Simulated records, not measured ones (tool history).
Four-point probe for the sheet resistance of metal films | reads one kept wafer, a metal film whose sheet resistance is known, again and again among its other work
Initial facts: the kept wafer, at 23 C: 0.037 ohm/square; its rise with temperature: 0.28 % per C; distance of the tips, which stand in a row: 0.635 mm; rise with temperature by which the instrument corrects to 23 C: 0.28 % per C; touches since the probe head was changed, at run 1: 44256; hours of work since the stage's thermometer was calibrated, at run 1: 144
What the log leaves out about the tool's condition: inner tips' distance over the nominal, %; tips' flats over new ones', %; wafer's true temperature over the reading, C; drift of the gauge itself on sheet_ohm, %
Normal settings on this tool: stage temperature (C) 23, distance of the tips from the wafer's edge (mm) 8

run,hour,stage temperature (C),distance of the tips from the wafer's edge (mm),touches since the probe head was changed,hours of work since the stage's thermometer was calibrated,sheet resistance as the instrument gives it (ohm/square)
1,0.0,23,8,44256,144,0.036979
2,17.3,23,8,44880,152,0.036974
3,27.0,23,8,45234,156,0.036976
4,40.0,28,8,45703,162,0.036995
5,56.2,23,3,46288,169,0.037739
# hour 58.4: stage's thermometer calibrated
6,70.9,23,6,46801,5,0.037096
7,80.2,23,6,47136,9,0.037099
8,94.4,23,6,47651,16,0.037095
9,110.9,23,6,48248,23,0.037096
10,120.0,23,6,48575,27,0.037087
11,129.5,27,28,48920,31,0.036894
12,139.2,19,53,49269,35,0.036868
# hour 155.9: stage's thermometer calibrated, once more
13,158.7,19,53,49957,1,0.036882
14,169.4,19,53,50343,6,0.036877
15,179.5,19,53,50708,10,0.036862
16,192.9,19,53,51194,16,0.036867
17,214.2,19,53,51963,25,0.036894

Below, each run's measurement less what the same run would have read without the hidden state. Both values contain the same run-to-run variation, but the gauge's scatter may not be the same in both:
run,sheet resistance as the instrument gives it (ohm/square)
1,-0.000147
2,-0.000143
3,-0.000142
4,-0.000140
5,-0.000140
6,-0.000136
7,-0.000134
8,-0.000132
9,-0.000129
10,-0.000128
11,-0.000126
12,-0.000124
13,-0.000122
14,-0.000120
15,-0.000118
16,-0.000116
17,-0.000112

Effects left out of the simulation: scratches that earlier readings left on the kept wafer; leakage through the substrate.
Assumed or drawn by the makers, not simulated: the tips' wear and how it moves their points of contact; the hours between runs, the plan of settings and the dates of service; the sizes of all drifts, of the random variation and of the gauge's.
